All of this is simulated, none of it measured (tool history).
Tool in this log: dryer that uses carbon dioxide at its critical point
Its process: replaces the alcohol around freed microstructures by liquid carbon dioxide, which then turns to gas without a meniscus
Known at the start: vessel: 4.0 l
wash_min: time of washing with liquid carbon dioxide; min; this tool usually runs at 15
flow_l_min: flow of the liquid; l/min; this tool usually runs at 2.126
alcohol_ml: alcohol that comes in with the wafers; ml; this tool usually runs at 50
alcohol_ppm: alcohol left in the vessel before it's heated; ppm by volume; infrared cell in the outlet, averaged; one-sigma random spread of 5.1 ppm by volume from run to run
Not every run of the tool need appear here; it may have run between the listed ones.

| run | day | wash_min | flow_l_min | alcohol_ml | alcohol_ppm |
|---|---|---|---|---|---|
| 1 | 0 | 15 | 2.126 | 50 | 68 |
| 2 | 0.296 | 15 | 2.126 | 50 | 75 |
| 3 | 0.462 | 15 | 2.126 | 58 | 71 |
| 4 | 0.633 | 15 | 2.126 | 50 | 72 |
| 5 | 0.938 | 14 | 2.126 | 50 | 94 |
| 6 | 1.3 | 14 | 2.126 | 50 | 86 |
| 7 | 1.583 | 14 | 2.126 | 50 | 96 |
| 8 | 1.908 | 15 | 1.42 | 50 | 381 |
| 9 | 2.108 | 15 | 1.42 | 50 | 376 |
| 10 | 2.296 | 15 | 1.42 | 50 | 381 |
| 11 | 2.471 | 10 | 2.126 | 50 | 355 |
| 12 | 2.808 | 10 | 2.126 | 50 | 349 |
| 13 | 3.133 | 13 | 2.126 | 50 | 139 |
| 14 | 3.392 | 15 | 2.126 | 28 | 47 |
| 15 | 3.667 | 15 | 2.126 | 28 | 54 |
| 16 | 4.071 | 15 | 2.126 | 50 | 88 |
| 17 | 4.429 | 9 | 2.126 | 50 | 515 |
| 18 | 4.783 | 9 | 2.126 | 50 | 512 |
| 19 | 5.033 | 16 | 2.126 | 50 | 62 |
| 20 | 5.212 | 16 | 2.126 | 50 | 59 |
| 21 | 5.504 | 16 | 2.126 | 50 | 58 |
| 22 | 5.729 | 13 | 2.126 | 50 | 142 |
| 23 | 6.062 | 13 | 2.126 | 50 | 146 |
| 24 | 6.425 | 13 | 1.31 | 41 | 671 |
| 25 | 6.642 | 19 | 2.36 | 28 | 27 |
| 26 | 6.917 | 16 | 1.28 | 42 | 415 |
| 27 | 7.246 | 18 | 1.6 | 22 | 73 |
| 28 | 7.412 | 18 | 1.6 | 22 | 78 |
| 29 | 7.792 | 19 | 2.51 | 58 | 19 |
| 30 | 8.183 | 20 | 2.4 | 38 | 34 |
| 31 | 8.354 | 20 | 2.4 | 38 | 23 |
| 32 | 8.75 | 11 | 1.95 | 58 | 456 |
| 33 | 9.133 | 15 | 1.39 | 50 | 450 |
| 34 | 9.329 | 15 | 1.43 | 24 | 213 |
| 35 | 9.712 | 23 | 3.17 | 95 | 29 |
|  | 9.933 | inlet filter changed |
| 36 | 9.979 | 13 | 3.17 | 78 | 49 |
| 37 | 10.379 | 14 | 2.7 | 50 | 45 |
| 38 | 10.746 | 12 | 2.126 | 50 | 168 |
| 39 | 11.146 | 12 | 2.126 | 50 | 171 |
| 40 | 11.346 | 12 | 2.126 | 50 | 170 |
| 41 | 11.621 | 13 | 2.89 | 50 | 47 |
| 42 | 11.929 | 22 | 2 | 50 | 42 |
| 43 | 12.1 | 22 | 2 | 50 | 39 |
| 44 | 12.375 | 14 | 2 | 50 | 128 |
| 45 | 12.583 | 14 | 2 | 50 | 136 |
| 46 | 12.854 | 15 | 1.57 | 50 | 264 |

Forecast each of these 4 alternatives for the next run:
| A | 13.046 | 15 | 2.8 | 50 | ? |
| B | 13.046 | 13 | 2.77 | 50 | ? |
| C | 13.046 | 15 | 3.51 | 56 | ? |
| D | 13.046 | 15 | 2.07 | 68 | ? |

| run | alcohol_ppm |
|---|---|
| A | 36 |
| B | 51 |
| C | 27 |
| D | 109 |
Without the tool's hidden state the same runs would have given:
| run | alcohol_ppm |
|---|---|
| A | 9 |
| B | 23 |
| C | 2 |
| D | 78 |
